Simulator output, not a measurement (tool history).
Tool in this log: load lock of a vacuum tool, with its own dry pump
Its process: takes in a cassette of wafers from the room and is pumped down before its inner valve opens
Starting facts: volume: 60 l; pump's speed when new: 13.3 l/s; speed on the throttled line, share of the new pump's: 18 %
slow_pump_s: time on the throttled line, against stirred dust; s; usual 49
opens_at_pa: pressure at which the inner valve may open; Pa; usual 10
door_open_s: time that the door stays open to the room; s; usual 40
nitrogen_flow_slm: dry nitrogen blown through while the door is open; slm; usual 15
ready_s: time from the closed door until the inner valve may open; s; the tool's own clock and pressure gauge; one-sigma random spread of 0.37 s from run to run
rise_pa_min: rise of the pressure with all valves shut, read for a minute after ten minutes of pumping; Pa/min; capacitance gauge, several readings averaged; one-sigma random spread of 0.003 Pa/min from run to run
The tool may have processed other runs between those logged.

run,day,slow_pump_s,opens_at_pa,door_open_s,nitrogen_flow_slm,"incoming humidity of the room's air, %",ready_s,rise_pa_min
1,0.000,49,10,40,15,46.9,83.1,0.088
2,16.162,49,10,40,15,48.7,83.0,0.086
3,37.912,49,10,53,15,42.5,83.1,0.092
4,51.162,49,10,53,15,46.9,83.6,0.097
5,62.362,49,10,53,15,44.7,83.4,0.111
6,79.492,49,10,53,15,40.3,83.4,0.109
7,100.525,49,10,53,15,41.5,83.8,0.114
8,119.388,49,10,73,15,47.3,84.2,0.132
9,129.271,49,10,73,15,45.1,84.7,0.129
10,152.454,49,10,73,15,44.2,84.5,0.141
11,167.692,49,10,73,15,48.2,85.1,0.153
12,185.971,49,10,73,15,43.2,85.0,0.157
13,205.038,76,10,40,15,46.3,106.8,0.155
14,221.192,76,10,40,15,44.5,106.5,0.168
15,234.358,76,10,40,15,43.9,107.1,0.171
16,245.225,76,10,40,15,45.9,107.7,0.185
17,261.458,49,10,30,15,43.1,86.0,0.181
18,272.421,49,10,30,15,43.9,85.8,0.186
19,295.938,49,10,30,15,41.6,85.9,0.194
20,313.167,49,10,46,41,43.3,85.6,0.207
21,323.733,31,17,36,17,45.7,69.2,0.219
22,346.900,59,14,40,8,44.6,92.8,0.235
# day 352.958: door's seal changed, seat wiped
23,359.092,64,10,40,15,45.2,99.0,0.032
24,373.617,75,10,40,15,44.7,108.0,0.036
25,383.846,75,10,40,15,44.1,107.8,0.037
26,399.596,65,8,41,4,48.3,101.5,0.064
# day 407.683: dry pump taken out, an overhauled one fitted
27,415.979,65,8,41,4,42.8,96.6,0.058
28,437.454,28,14,41,4,46.5,64.5,0.064
29,449.179,24,14,155,4,42.8,60.2,0.099
30,462.238,64,14,155,33,46.6,93.8,0.053
31,480.692,49,12,59,15,47.0,82.3,0.063
32,503.979,49,12,59,15,50.0,82.9,0.073
33,518.912,49,12,122,42,44.8,83.0,0.058
34,531.729,49,10,95,6,46.8,83.7,0.101
35,546.800,49,12,95,6,47.3,83.0,0.103
36,570.842,49,12,223,4,44.8,83.1,0.144
37,584.608,45,12,223,4,44.8,80.5,0.146

Run by run, hidden condition taken away, random variation retained:
Hidden conditions of the tool in this case: pump's speed, % of a new pump's; leak at the door's seal, Pa l/s; drift of the gauge itself on ready_s, %; drift of the gauge itself on rise_pa_min, %.
run,ready_s,rise_pa_min
1,82.4,0.038
2,82.2,0.032
3,82.0,0.033
4,82.4,0.032
5,82.1,0.043
6,81.9,0.035
7,82.1,0.034
8,82.3,0.044
9,82.6,0.039
10,82.2,0.041
11,82.6,0.045
12,82.3,0.040
13,104.4,0.032
14,104.0,0.037
15,104.4,0.032
16,104.9,0.037
17,82.4,0.027
18,82.0,0.030
19,81.9,0.025
20,81.4,0.028
21,64.9,0.031
22,88.7,0.039
23,94.6,0.031
24,103.8,0.033
25,103.5,0.032
26,96.5,0.057
27,96.3,0.049
28,63.9,0.052
29,59.4,0.084
30,93.1,0.036
31,81.3,0.042
32,81.7,0.046
33,81.7,0.027
34,82.2,0.068
35,81.3,0.066
36,81.2,0.101
37,78.4,0.099
